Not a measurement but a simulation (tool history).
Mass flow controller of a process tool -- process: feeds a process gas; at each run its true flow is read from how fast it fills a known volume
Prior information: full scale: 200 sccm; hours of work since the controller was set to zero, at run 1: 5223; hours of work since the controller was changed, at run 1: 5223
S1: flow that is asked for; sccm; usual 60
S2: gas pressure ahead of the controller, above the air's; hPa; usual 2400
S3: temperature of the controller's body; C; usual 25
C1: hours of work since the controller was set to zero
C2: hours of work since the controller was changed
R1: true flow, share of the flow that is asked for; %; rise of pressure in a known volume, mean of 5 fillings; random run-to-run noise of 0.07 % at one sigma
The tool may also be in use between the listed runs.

run	hour	S1	S2	S3	C1	C2	R1
1	0	60	2400	25	5223	5223	99.34
2	149.6	60	2400	25	5306	5306	99.47
3	255.6	47	2400	25	5365	5365	99.7
4	383.8	47	1470	25	5437	5437	99.45
5	528.8	60	2400	37	5518	5518	98.77
6	614.5	79	1590	31	5566	5566	99.28
7	693.2	60	2400	39	5610	5610	98.75
8	820.6	51	1680	21	5681	5681	100.58
9	974.8	106	1490	36	5767	5767	99.2
10	1109.5	106	1490	34	5842	5842	99.74

Difference, measured minus no-hidden-state, one row per run. Run-to-run variation is common to both terms; the gauge's own scatter need not be:
Unlogged tool condition in this case: flow at rest that the sensor doesn't see, % of full scale; true flow over the shown one, %; drift of the gauge itself on true_pct, %.
run	R1
1	+0.02
2	+0.24
3	+0.39
4	+0.58
5	+0.78
6	+0.9
7	+1.02
8	+1.22
9	+1.42
10	+1.61
